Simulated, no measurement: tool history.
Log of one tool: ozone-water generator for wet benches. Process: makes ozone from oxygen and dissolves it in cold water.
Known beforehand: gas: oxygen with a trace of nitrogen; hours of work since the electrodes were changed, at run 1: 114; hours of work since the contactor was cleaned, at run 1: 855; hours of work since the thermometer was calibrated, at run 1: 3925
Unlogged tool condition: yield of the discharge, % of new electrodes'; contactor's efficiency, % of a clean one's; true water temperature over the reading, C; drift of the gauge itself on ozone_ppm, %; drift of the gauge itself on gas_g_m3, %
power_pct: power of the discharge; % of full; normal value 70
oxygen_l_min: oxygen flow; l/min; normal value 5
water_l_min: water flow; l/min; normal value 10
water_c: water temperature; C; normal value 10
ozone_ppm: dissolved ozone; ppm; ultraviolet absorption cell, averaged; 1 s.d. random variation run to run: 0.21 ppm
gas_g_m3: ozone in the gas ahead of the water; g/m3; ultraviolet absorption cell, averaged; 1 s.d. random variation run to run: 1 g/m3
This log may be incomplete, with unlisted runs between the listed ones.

| run | hour | power_pct | oxygen_l_min | water_l_min | water_c | hours of work since the electrodes were changed | hours of work since the contactor was cleaned | hours of work since the thermometer was calibrated | ozone_ppm | gas_g_m3 |
|---|---|---|---|---|---|---|---|---|---|---|
| 1 | 0 | 70 | 5 | 10 | 10 | 114 | 855 | 3925 | 31 | 172.2 |
| 2 | 139.5 | 70 | 5 | 10 | 10 | 253 | 994 | 4064 | 30.9 | 173.3 |
| 3 | 275.3 | 70 | 5 | 10 | 10 | 389 | 1130 | 4200 | 30.9 | 172.3 |
| 4 | 410.2 | 70 | 7.34 | 10 | 10 | 524 | 1265 | 4334 | 28.1 | 133 |
| 5 | 577.1 | 70 | 7.34 | 10 | 10 | 690 | 1431 | 4501 | 27.7 | 132.3 |
| 6 | 684.5 | 70 | 7.34 | 10 | 10 | 798 | 1539 | 4608 | 27.9 | 132.8 |
| 7 | 762.7 | 91 | 5 | 10 | 10 | 876 | 1617 | 4687 | 37.2 | 204.7 |
| 8 | 849.9 | 91 | 5 | 10 | 10 | 963 | 1704 | 4774 | 37.1 | 205.2 |
| 9 | 1037.5 | 70 | 3.69 | 10 | 10 | 1150 | 1891 | 4961 | 33.1 | 210.8 |
| 10 | 1162.1 | 70 | 3.69 | 10 | 10 | 1275 | 2016 | 5086 | 32.9 | 211.1 |
| 11 | 1292.7 | 70 | 5 | 15 | 10 | 1405 | 2146 | 5216 | 23.7 | 170.8 |
| 12 | 1469.8 | 70 | 5 | 15 | 10 | 1582 | 2323 | 5393 | 24 | 171.8 |
|  | 1502.3 | water thermometer calibrated |
| 13 | 1636.3 | 70 | 5 | 15 | 10 | 1748 | 2489 | 134 | 23.4 | 170.3 |
| 14 | 1780.6 | 59 | 2.76 | 15 | 10 | 1892 | 2633 | 278 | 21.6 | 226.3 |
| 15 | 1937.3 | 59 | 2.76 | 15 | 10 | 2049 | 2790 | 435 | 21.9 | 227.8 |
| 16 | 2112.5 | 64 | 5 | 7 | 8 | 2224 | 2965 | 610 | 36.9 | 158.9 |
| 17 | 2201.4 | 64 | 5 | 7 | 8 | 2313 | 3054 | 698 | 37.1 | 158.6 |
| 18 | 2325.7 | 64 | 5 | 7 | 8 | 2437 | 3178 | 823 | 37.1 | 161 |
| 19 | 2441.3 | 64 | 5 | 9 | 8 | 2552 | 3293 | 938 | 32.3 | 158.2 |
| 20 | 2562.3 | 64 | 9 | 15 | 10 | 2673 | 3414 | 1059 | 19.6 | 106 |
| 21 | 2681.4 | 70 | 3.33 | 8 | 7 | 2792 | 3533 | 1178 | 40.4 | 224.5 |
| 22 | 2780.5 | 96 | 3.25 | 16 | 10 | 2891 | 3632 | 1277 | 29.1 | 284.4 |
| 23 | 2921 | 73 | 4.79 | 11 | 13 | 3032 | 3773 | 1417 | 29.3 | 179.1 |
| 24 | 3109.6 | 73 | 4.79 | 11 | 13 | 3220 | 3961 | 1606 | 29 | 179.2 |

5 options for the next run, each taken on its own from the tool as it stands now. Forecast them:
| A | 3297.4 | 70 | 4.68 | 7 | 10 | 3408 | 4149 | 1793 | ? | ? |
| B | 3297.4 | 73 | 7.94 | 15 | 13 | 3408 | 4149 | 1793 | ? | ? |
| C | 3297.4 | 73 | 6.47 | 9 | 14 | 3408 | 4149 | 1793 | ? | ? |
| D | 3297.4 | 70 | 5 | 7 | 8 | 3408 | 4149 | 1793 | ? | ? |
| E | 3297.4 | 73 | 4.89 | 13 | 10 | 3408 | 4149 | 1793 | ? | ? |

| run | ozone_ppm | gas_g_m3 |
|---|---|---|
| A | 38.7 | 176.1 |
| B | 21 | 124.5 |
| C | 29.2 | 144 |
| D | 38.6 | 167.8 |
| E | 27.3 | 175.5 |
Take away the tool's hidden state, keep each run's random variation, and the runs would have read:
| run | ozone_ppm | gas_g_m3 |
|---|---|---|
| A | 38.7 | 181.5 |
| B | 21.1 | 128.4 |
| C | 29.2 | 148.5 |
| D | 38.7 | 172.9 |
| E | 27.3 | 180.9 |
